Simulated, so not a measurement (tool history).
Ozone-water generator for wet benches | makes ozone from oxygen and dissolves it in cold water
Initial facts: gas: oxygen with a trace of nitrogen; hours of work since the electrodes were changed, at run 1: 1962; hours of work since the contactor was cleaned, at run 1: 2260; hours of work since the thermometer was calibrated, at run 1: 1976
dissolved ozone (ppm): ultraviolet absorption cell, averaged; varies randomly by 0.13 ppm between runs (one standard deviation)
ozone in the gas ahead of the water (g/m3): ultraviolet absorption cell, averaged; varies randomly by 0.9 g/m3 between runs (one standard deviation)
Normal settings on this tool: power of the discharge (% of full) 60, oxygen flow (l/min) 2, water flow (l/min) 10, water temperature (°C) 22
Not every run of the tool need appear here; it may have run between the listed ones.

run	day	power of the discharge (% of full)	oxygen flow (l/min)	water flow (l/min)	water temperature (°C)	hours of work since the electrodes were changed	hours of work since the contactor was cleaned	hours of work since the thermometer was calibrated	dissolved ozone (ppm)	ozone in the gas ahead of the water (g/m3)
1	0	60	2	10	22	1962	2260	1976	13.6	145.1
2	1.483	60	2	10	22	1996	2293	2010	13.8	146.4
3	3.492	60	2	10	22	2041	2339	2055	13.7	143.1
4	4.983	60	2	10	22	2075	2373	2089	13.5	145
5	7.242	60	2	10	22	2126	2424	2140	13.6	144
6	9.304	60	2	10	22	2173	2471	2187	13.5	144.7
7	11.571	60	2	10	22	2225	2522	2239	13.8	143.5
8	13.804	82	2.51	10	22	2275	2573	2289	18.6	169.8
# day 14.071: contactor cleaned
9	16.121	60	2	12	22	2324	46	2338	11.6	143.5
10	17.688	95	2.5	16	30	2359	82	2373	13.2	193.5
11	18.796	95	2.5	16	30	2385	107	2399	13.3	195.6
12	20.746	72	1.33	7	29	2429	151	2443	17.1	198.6
13	22.112	98	2	10	24	2460	182	2474	20	220

Forecast each of these 3 alternatives for the next run:
A	23.929	56	2	10	20	2501	224	2515	?	?
B	23.929	98	2	10	21	2501	224	2515	?	?
C	23.929	42	2.93	8	24	2501	224	2515	?	?

run	dissolved ozone (ppm)	ozone in the gas ahead of the water (g/m3)
A	13.1	134.4
B	20.7	216.7
C	11.5	89.3
Stripped of hidden state, with their random variation kept, the same runs would have yielded:
run	dissolved ozone (ppm)	ozone in the gas ahead of the water (g/m3)
A	14	140.6
B	22.8	232.8
C	12.1	92.1
